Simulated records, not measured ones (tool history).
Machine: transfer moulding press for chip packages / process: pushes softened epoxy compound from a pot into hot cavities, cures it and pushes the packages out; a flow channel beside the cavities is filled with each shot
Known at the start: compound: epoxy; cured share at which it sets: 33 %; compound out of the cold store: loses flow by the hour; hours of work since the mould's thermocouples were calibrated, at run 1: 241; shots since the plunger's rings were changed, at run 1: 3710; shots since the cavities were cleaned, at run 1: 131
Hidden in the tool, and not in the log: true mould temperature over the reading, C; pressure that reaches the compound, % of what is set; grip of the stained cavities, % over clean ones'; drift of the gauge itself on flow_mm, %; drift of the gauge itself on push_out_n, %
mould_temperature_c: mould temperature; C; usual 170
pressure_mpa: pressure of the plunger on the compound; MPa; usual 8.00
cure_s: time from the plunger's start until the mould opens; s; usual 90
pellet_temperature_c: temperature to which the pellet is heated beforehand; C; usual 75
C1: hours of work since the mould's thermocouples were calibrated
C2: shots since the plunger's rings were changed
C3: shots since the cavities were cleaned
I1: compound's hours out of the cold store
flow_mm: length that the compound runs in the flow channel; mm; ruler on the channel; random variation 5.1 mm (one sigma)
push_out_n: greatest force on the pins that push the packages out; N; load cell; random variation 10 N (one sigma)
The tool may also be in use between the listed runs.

run 1 hour=0.0 | mould_temperature_c=170 pressure_mpa=8.00 cure_s=90 pellet_temperature_c=75 | C1=241 C2=3710 C3=131 | I1=21.2 | flow_mm=750 push_out_n=544
run 2 hour=18.0 | mould_temperature_c=168 pressure_mpa=8.00 cure_s=90 pellet_temperature_c=75 | C1=250 C2=3892 C3=313 | I1=29.2 | flow_mm=721 push_out_n=653
-- hour=38.3 cavities cleaned with cleaning compound and waxed
run 3 hour=38.9 | mould_temperature_c=168 pressure_mpa=8.00 cure_s=90 pellet_temperature_c=75 | C1=259 C2=4088 C3=7 | I1=25.5 | flow_mm=738 push_out_n=830
-- hour=49.3 plunger's sealing rings changed
run 4 hour=62.0 | mould_temperature_c=168 pressure_mpa=8.00 cure_s=90 pellet_temperature_c=75 | C1=269 C2=129 C3=214 | I1=9.3 | flow_mm=842 push_out_n=889
run 5 hour=76.5 | mould_temperature_c=168 pressure_mpa=8.00 cure_s=90 pellet_temperature_c=75 | C1=276 C2=275 C3=360 | I1=10.2 | flow_mm=837 push_out_n=887
-- hour=90.0 cavities cleaned with cleaning compound and waxed
run 6 hour=105.3 | mould_temperature_c=170 pressure_mpa=7.51 cure_s=90 pellet_temperature_c=75 | C1=288 C2=550 C3=154 | I1=14.4 | flow_mm=785 push_out_n=571
run 7 hour=121.3 | mould_temperature_c=170 pressure_mpa=7.51 cure_s=90 pellet_temperature_c=75 | C1=296 C2=711 C3=315 | I1=9.4 | flow_mm=797 push_out_n=642
-- hour=140.2 cavities cleaned with cleaning compound and waxed
run 8 hour=156.4 | mould_temperature_c=170 pressure_mpa=8.38 cure_s=90 pellet_temperature_c=75 | C1=312 C2=1051 C3=164 | I1=34.0 | flow_mm=772 push_out_n=522
run 9 hour=183.2 | mould_temperature_c=170 pressure_mpa=8.38 cure_s=90 pellet_temperature_c=75 | C1=324 C2=1320 C3=433 | I1=18.0 | flow_mm=805 push_out_n=656
-- hour=189.7 cavities cleaned with cleaning compound and waxed
run 10 hour=207.5 | mould_temperature_c=170 pressure_mpa=8.00 cure_s=90 pellet_temperature_c=75 | C1=335 C2=1550 C3=179 | I1=31.0 | flow_mm=746 push_out_n=547
-- hour=215.2 cavities cleaned with cleaning compound and waxed, once more
run 11 hour=244.9 | mould_temperature_c=170 pressure_mpa=8.00 cure_s=90 pellet_temperature_c=75 | C1=352 C2=1912 C3=299 | I1=25.8 | flow_mm=755 push_out_n=593
-- hour=264.8 cavities cleaned with cleaning compound and waxed
run 12 hour=276.6 | mould_temperature_c=170 pressure_mpa=8.00 cure_s=90 pellet_temperature_c=75 | C1=366 C2=2217 C3=120 | I1=46.3 | flow_mm=699 push_out_n=525
run 13 hour=298.0 | mould_temperature_c=170 pressure_mpa=8.00 cure_s=90 pellet_temperature_c=75 | C1=376 C2=2432 C3=335 | I1=18.8 | flow_mm=776 push_out_n=628
-- hour=314.3 cavities cleaned with cleaning compound and waxed
run 14 hour=328.3 | mould_temperature_c=170 pressure_mpa=8.00 cure_s=90 pellet_temperature_c=75 | C1=390 C2=2723 C3=142 | I1=45.6 | flow_mm=699 push_out_n=545
run 15 hour=346.9 | mould_temperature_c=170 pressure_mpa=8.00 cure_s=90 pellet_temperature_c=75 | C1=399 C2=2910 C3=329 | I1=21.0 | flow_mm=748 push_out_n=620
-- hour=365.9 cavities cleaned with cleaning compound and waxed
run 16 hour=367.7 | mould_temperature_c=167 pressure_mpa=7.86 cure_s=76 pellet_temperature_c=82 | C1=408 C2=3104 C3=17 | I1=37.7 | flow_mm=708 push_out_n=795
run 17 hour=398.5 | mould_temperature_c=170 pressure_mpa=9.29 cure_s=76 pellet_temperature_c=82 | C1=422 C2=3415 C3=328 | I1=30.0 | flow_mm=774 push_out_n=803
-- hour=416.5 cavities cleaned with cleaning compound and waxed
run 18 hour=416.8 | mould_temperature_c=164 pressure_mpa=8.84 cure_s=80 pellet_temperature_c=75 | C1=430 C2=3585 C3=4 | I1=9.2 | flow_mm=844 push_out_n=933
run 19 hour=440.9 | mould_temperature_c=167 pressure_mpa=9.42 cure_s=104 pellet_temperature_c=75 | C1=442 C2=3828 C3=247 | I1=27.8 | flow_mm=801 push_out_n=550
-- hour=467.4 cavities cleaned with cleaning compound and waxed
run 20 hour=473.8 | mould_temperature_c=167 pressure_mpa=7.20 cure_s=117 pellet_temperature_c=79 | C1=456 C2=4144 C3=64 | I1=26.6 | flow_mm=700 push_out_n=446
-- hour=477.9 plunger's sealing rings changed
run 21 hour=501.3 | mould_temperature_c=171 pressure_mpa=6.81 cure_s=117 pellet_temperature_c=79 | C1=468 C2=236 C3=316 | I1=16.0 | flow_mm=751 push_out_n=471
-- hour=520.4 cavities cleaned with cleaning compound and waxed
run 22 hour=529.9 | mould_temperature_c=170 pressure_mpa=8.00 cure_s=77 pellet_temperature_c=77 | C1=481 C2=509 C3=96 | I1=33.7 | flow_mm=750 push_out_n=695
run 23 hour=563.8 | mould_temperature_c=170 pressure_mpa=9.48 cure_s=90 pellet_temperature_c=75 | C1=497 C2=851 C3=438 | I1=16.5 | flow_mm=869 push_out_n=677
-- hour=569.3 cavities cleaned with cleaning compound and waxed
run 24 hour=600.4 | mould_temperature_c=170 pressure_mpa=9.48 cure_s=90 pellet_temperature_c=75 | C1=513 C2=1204 C3=313 | I1=25.6 | flow_mm=837 push_out_n=606
-- hour=619.5 cavities cleaned with cleaning compound and waxed
-- hour=638.6 mould's thermocouples calibrated
run 25 hour=639.3 | mould_temperature_c=170 pressure_mpa=9.48 cure_s=90 pellet_temperature_c=75 | C1=0 C2=1562 C3=179 | I1=24.3 | flow_mm=830 push_out_n=531
run 26 hour=654.9 | mould_temperature_c=170 pressure_mpa=9.48 cure_s=90 pellet_temperature_c=75 | C1=8 C2=1718 C3=335 | I1=9.8 | flow_mm=890 push_out_n=592
-- hour=672.2 cavities cleaned with cleaning compound and waxed
run 27 hour=675.2 | mould_temperature_c=176 pressure_mpa=9.48 cure_s=71 pellet_temperature_c=69 | C1=17 C2=1909 C3=31 | I1=12.4 | flow_mm=847 push_out_n=544
run 28 hour=696.0 | mould_temperature_c=176 pressure_mpa=9.48 cure_s=71 pellet_temperature_c=69 | C1=26 C2=2118 C3=240 | I1=43.6 | flow_mm=762 push_out_n=592

Alternative continuations, all from the tool just after run 28; predict every row:
run A hour=718.9 | mould_temperature_c=176 pressure_mpa=7.44 cure_s=71 pellet_temperature_c=69 | C1=37 C2=2349 C3=471 | I1=33.5 | flow_mm=? push_out_n=?
run B hour=718.9 | mould_temperature_c=163 pressure_mpa=9.48 cure_s=107 pellet_temperature_c=83 | C1=37 C2=2349 C3=471 | I1=47.1 | flow_mm=? push_out_n=?
run C hour=718.9 | mould_temperature_c=170 pressure_mpa=8.00 cure_s=90 pellet_temperature_c=75 | C1=37 C2=2349 C3=471 | I1=25.8 | flow_mm=? push_out_n=?
run D hour=718.9 | mould_temperature_c=174 pressure_mpa=8.20 cure_s=71 pellet_temperature_c=80 | C1=37 C2=2349 C3=471 | I1=42.4 | flow_mm=? push_out_n=?

run=A flow_mm=692 push_out_n=678
run=B flow_mm=770 push_out_n=642
run=C flow_mm=754 push_out_n=646
run=D flow_mm=701 push_out_n=752
Without the tool's unlogged condition, the same runs would have read:
run=A flow_mm=719 push_out_n=493
run=B flow_mm=800 push_out_n=466
run=C flow_mm=784 push_out_n=474
run=D flow_mm=729 push_out_n=549
